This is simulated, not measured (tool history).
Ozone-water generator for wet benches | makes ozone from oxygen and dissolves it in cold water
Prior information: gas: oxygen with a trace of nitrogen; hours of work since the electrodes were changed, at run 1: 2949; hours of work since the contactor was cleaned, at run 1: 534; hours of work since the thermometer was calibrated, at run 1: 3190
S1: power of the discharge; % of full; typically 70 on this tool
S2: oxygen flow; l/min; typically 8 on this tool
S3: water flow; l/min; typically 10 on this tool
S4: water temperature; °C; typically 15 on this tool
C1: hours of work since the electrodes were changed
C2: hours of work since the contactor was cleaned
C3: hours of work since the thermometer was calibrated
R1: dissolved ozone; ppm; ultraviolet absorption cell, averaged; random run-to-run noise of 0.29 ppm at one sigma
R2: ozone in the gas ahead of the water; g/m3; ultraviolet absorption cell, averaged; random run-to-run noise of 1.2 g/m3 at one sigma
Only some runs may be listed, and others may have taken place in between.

run	hour	S1	S2	S3	S4	C1	C2	C3	R1	R2
1	0	70	8	10	15	2949	534	3190	43.7	208.2
2	92.9	70	8	10	15	3026	611	3267	43.5	210.6
3	215.6	70	8	10	15	3128	713	3369	43.7	208.4
4	384.2	70	8	10	15	3268	853	3509	43.2	208.9
5	562.5	70	8	10	15	3416	1001	3657	43.1	207.1
6	749.5	70	8	10	15	3571	1156	3812	42.5	207
7	839.6	88	8	10	9	3646	1231	3887	55.8	236.7

Forecast run 8:
# hour 862.5: contactor cleaned
8	1011.4	70	8	10	15	3785	124	4026	?	?

{"run 8": {"R1": 42.3, "R2": 206.7}}
If the tool had no hidden condition, the same run with the same run-to-run variation would have returned R1 45.8 ppm, R2 218.8 g/m3.
